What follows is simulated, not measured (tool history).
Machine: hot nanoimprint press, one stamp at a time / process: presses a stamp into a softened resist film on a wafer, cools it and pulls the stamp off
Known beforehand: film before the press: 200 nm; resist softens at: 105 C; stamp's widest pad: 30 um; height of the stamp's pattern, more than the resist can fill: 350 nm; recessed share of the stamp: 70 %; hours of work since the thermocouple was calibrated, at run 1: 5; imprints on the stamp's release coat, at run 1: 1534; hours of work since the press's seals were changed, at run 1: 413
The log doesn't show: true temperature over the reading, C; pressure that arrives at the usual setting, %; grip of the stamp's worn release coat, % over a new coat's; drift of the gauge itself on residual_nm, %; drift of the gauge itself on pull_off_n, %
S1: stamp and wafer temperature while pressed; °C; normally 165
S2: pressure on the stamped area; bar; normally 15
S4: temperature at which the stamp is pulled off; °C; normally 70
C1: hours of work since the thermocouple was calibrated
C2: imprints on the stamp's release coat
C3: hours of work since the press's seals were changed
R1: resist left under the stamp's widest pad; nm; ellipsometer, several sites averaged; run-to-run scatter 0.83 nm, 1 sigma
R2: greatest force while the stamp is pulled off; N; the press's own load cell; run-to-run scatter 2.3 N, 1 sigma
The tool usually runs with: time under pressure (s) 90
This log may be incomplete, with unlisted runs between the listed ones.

{"run": 1, "day": 0.0, "S1": 165, "S2": 15, "time under pressure (s)": 90, "S4": 70, "C1": 5, "C2": 1534, "C3": 413, "R1": 111.6, "R2": 115}
{"run": 2, "day": 0.962, "S1": 165, "S2": 15, "time under pressure (s)": 90, "S4": 55, "C1": 15, "C2": 1597, "C3": 422, "R1": 111.1, "R2": 143}
{"run": 3, "day": 2.238, "S1": 154, "S2": 15, "time under pressure (s)": 90, "S4": 55, "C1": 28, "C2": 1681, "C3": 435, "R1": 170.4, "R2": 146}
{"run": 4, "day": 3.167, "S1": 154, "S2": 15, "time under pressure (s)": 90, "S4": 55, "C1": 37, "C2": 1742, "C3": 444, "R1": 168.8, "R2": 151}
{"run": 5, "day": 4.008, "S1": 165, "S2": 15, "time under pressure (s)": 90, "S4": 70, "C1": 46, "C2": 1798, "C3": 453, "R1": 114.1, "R2": 123}
{"run": 6, "day": 5.3, "S1": 165, "S2": 15, "time under pressure (s)": 90, "S4": 70, "C1": 59, "C2": 1883, "C3": 466, "R1": 112.3, "R2": 119}
{"run": 7, "day": 5.979, "S1": 165, "S2": 13.7, "time under pressure (s)": 90, "S4": 70, "C1": 66, "C2": 1928, "C3": 473, "R1": 118.9, "R2": 117}
{"run": 8, "day": 6.858, "S1": 159, "S2": 15, "time under pressure (s)": 90, "S4": 70, "C1": 74, "C2": 1986, "C3": 482, "R1": 147.1, "R2": 119}
{"run": 9, "day": 8.038, "S1": 165, "S2": 15, "time under pressure (s)": 90, "S4": 70, "C1": 86, "C2": 2064, "C3": 494, "R1": 113.6, "R2": 120}
{"run": 10, "day": 9.233, "S1": 165, "S2": 15, "time under pressure (s)": 90, "S4": 70, "C1": 98, "C2": 2143, "C3": 506, "R1": 114.1, "R2": 117}
{"run": 11, "day": 10.217, "S1": 165, "S2": 15, "time under pressure (s)": 90, "S4": 70, "C1": 108, "C2": 2207, "C3": 516, "R1": 112.9, "R2": 120}
{"run": 12, "day": 11.271, "S1": 165, "S2": 15, "time under pressure (s)": 90, "S4": 70, "C1": 119, "C2": 2277, "C3": 526, "R1": 112.8, "R2": 121}
{"run": 13, "day": 12.317, "S1": 165, "S2": 15, "time under pressure (s)": 90, "S4": 70, "C1": 130, "C2": 2346, "C3": 537, "R1": 114.7, "R2": 126}
{"run": 14, "day": 13.458, "S1": 159, "S2": 15, "time under pressure (s)": 90, "S4": 70, "C1": 141, "C2": 2421, "C3": 548, "R1": 146.7, "R2": 127}
{"day": 13.921, "done": "stamp cleaned and given a new release coat"}
{"run": 15, "day": 14.683, "S1": 165, "S2": 23.8, "time under pressure (s)": 90, "S4": 70, "C1": 151, "C2": 50, "C3": 558, "R1": 91.6, "R2": 106}
{"run": 16, "day": 15.271, "S1": 165, "S2": 23.8, "time under pressure (s)": 90, "S4": 70, "C1": 157, "C2": 89, "C3": 564, "R1": 90.4, "R2": 104}
{"run": 17, "day": 16.404, "S1": 165, "S2": 23.8, "time under pressure (s)": 90, "S4": 70, "C1": 168, "C2": 164, "C3": 576, "R1": 91.2, "R2": 106}
{"day": 17.429, "done": "press's hydraulic seals changed and the load cell set to zero"}
{"run": 18, "day": 17.692, "S1": 159, "S2": 20.3, "time under pressure (s)": 87, "S4": 77, "C1": 178, "C2": 227, "C3": 3, "R1": 133.2, "R2": 99}
{"run": 19, "day": 18.733, "S1": 159, "S2": 20.3, "time under pressure (s)": 87, "S4": 77, "C1": 189, "C2": 295, "C3": 13, "R1": 133.7, "R2": 95}
{"run": 20, "day": 19.504, "S1": 159, "S2": 20.3, "time under pressure (s)": 87, "S4": 77, "C1": 196, "C2": 346, "C3": 21, "R1": 133.6, "R2": 97}
{"run": 21, "day": 20.75, "S1": 159, "S2": 20.3, "time under pressure (s)": 87, "S4": 77, "C1": 209, "C2": 428, "C3": 34, "R1": 133.3, "R2": 99}
{"run": 22, "day": 21.596, "S1": 154, "S2": 15, "time under pressure (s)": 141, "S4": 63, "C1": 217, "C2": 484, "C3": 42, "R1": 161.6, "R2": 115}
{"run": 23, "day": 22.417, "S1": 154, "S2": 15, "time under pressure (s)": 141, "S4": 63, "C1": 226, "C2": 538, "C3": 50, "R1": 162.4, "R2": 121}
{"run": 24, "day": 23.325, "S1": 154, "S2": 15, "time under pressure (s)": 141, "S4": 63, "C1": 235, "C2": 598, "C3": 60, "R1": 162.2, "R2": 122}
{"run": 25, "day": 24.404, "S1": 154, "S2": 15, "time under pressure (s)": 141, "S4": 63, "C1": 246, "C2": 669, "C3": 70, "R1": 163.3, "R2": 120}
{"run": 26, "day": 25.438, "S1": 171, "S2": 15, "time under pressure (s)": 141, "S4": 63, "C1": 256, "C2": 737, "C3": 81, "R1": 72.9, "R2": 124}
{"run": 27, "day": 26.475, "S1": 165, "S2": 15, "time under pressure (s)": 108, "S4": 73, "C1": 267, "C2": 806, "C3": 91, "R1": 110.6, "R2": 101}
{"run": 28, "day": 27.771, "S1": 165, "S2": 15, "time under pressure (s)": 48, "S4": 75, "C1": 280, "C2": 891, "C3": 104, "R1": 137.3, "R2": 105}
{"run": 29, "day": 28.371, "S1": 165, "S2": 15, "time under pressure (s)": 48, "S4": 75, "C1": 286, "C2": 931, "C3": 111, "R1": 136.2, "R2": 103}

Table of differences, measured result less the result of that run with no hidden state. Run-to-run variation is the same in both. Gauge scatter possibly is not:
run=1 R1=+1.5 R2=+12
run=2 R1=+1.8 R2=+16
run=3 R1=+1.4 R2=+16
run=4 R1=+1.5 R2=+18
run=5 R1=+2.4 R2=+15
run=6 R1=+2.5 R2=+16
run=7 R1=+2.6 R2=+15
run=8 R1=+2.8 R2=+16
run=9 R1=+3.1 R2=+17
run=10 R1=+3.3 R2=+17
run=11 R1=+3.4 R2=+18
run=12 R1=+3.7 R2=+19
run=13 R1=+3.9 R2=+20
run=14 R1=+4 R2=+21
run=15 R1=+4.2 R2=+2
run=16 R1=+4.3 R2=+1
run=17 R1=+4.5 R2=+3
run=18 R1=+4 R2=+3
run=19 R1=+4.2 R2=+3
run=20 R1=+4.4 R2=+4
run=21 R1=+4.6 R2=+5
run=22 R1=+4.2 R2=+5
run=23 R1=+4.4 R2=+6
run=24 R1=+4.5 R2=+7
run=25 R1=+4.7 R2=+8
run=26 R1=+3.6 R2=+8
run=27 R1=+5.3 R2=+7
run=28 R1=+5.6 R2=+9
run=29 R1=+5.6 R2=+8
